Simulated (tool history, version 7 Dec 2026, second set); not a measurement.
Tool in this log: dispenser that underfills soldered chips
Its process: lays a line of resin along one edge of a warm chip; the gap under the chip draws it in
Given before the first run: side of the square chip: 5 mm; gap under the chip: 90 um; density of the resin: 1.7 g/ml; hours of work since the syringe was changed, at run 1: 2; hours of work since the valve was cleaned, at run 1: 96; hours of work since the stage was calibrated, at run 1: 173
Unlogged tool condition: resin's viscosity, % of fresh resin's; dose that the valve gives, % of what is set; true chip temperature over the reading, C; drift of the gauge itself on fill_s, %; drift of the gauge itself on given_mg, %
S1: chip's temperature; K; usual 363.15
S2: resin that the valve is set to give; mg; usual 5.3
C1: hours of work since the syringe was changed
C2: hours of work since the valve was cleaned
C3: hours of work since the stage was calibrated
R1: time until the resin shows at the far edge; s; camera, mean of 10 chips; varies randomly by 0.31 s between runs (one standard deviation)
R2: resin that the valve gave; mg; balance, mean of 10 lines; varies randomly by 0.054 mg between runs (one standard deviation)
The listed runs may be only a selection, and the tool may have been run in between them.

run,hour,S1,S2,C1,C2,C3,R1,R2
1,0,363.15,5.3,2,96,173,8.5,4.71
# hour 8: new syringe of resin
2,8.5,363.15,5.3,0,102,179,8,4.73
3,12.4,363.15,5.3,3,105,181,9.9,4.82
4,16.4,363.15,5.3,6,108,184,12.3,4.77
# hour 19: new syringe of resin
5,21.6,363.15,5.3,2,111,188,8.2,4.68
6,26.3,363.15,5.5,5,115,191,11.3,4.83
# hour 30: new syringe of resin
7,30.3,363.15,5.5,0,118,194,8.4,4.82
8,37.1,363.15,5.5,5,122,199,11.7,4.73
# hour 40.6: new syringe of resin
9,41,363.15,5.5,0,125,201,7.4,4.78
10,45.3,363.15,4.63,3,128,205,10.8,4.12
11,48.9,363.15,4.63,6,131,207,13.4,3.99
# hour 51.6: new syringe of resin
12,55.2,363.15,5.02,3,135,212,9.4,4.38
13,59.3,363.15,5.05,6,138,215,11.4,4.39
# hour 62.1: new syringe of resin
14,65.4,363.15,5.05,2,142,219,9.7,4.35
15,72.2,378.15,6.03,7,147,224,6.4,5.11
# hour 72.9: new syringe of resin
# hour 74.4: dispensing valve cleaned and set on the balance
16,77.8,361.15,5.95,3,2,227,10,5.98
# hour 84.4: new syringe of resin
17,84.6,361.15,5.95,0,7,232,7.9,5.91

Expected results for the next run?
18,92.4,360.15,5.48,6,13,237,?,?

Run 18 yielded R1 13.3 s, R2 5.38 mg.
If the tool had no hidden condition, the same run with the same run-to-run variation would have returned R1 7.7 s, R2 5.46 mg.

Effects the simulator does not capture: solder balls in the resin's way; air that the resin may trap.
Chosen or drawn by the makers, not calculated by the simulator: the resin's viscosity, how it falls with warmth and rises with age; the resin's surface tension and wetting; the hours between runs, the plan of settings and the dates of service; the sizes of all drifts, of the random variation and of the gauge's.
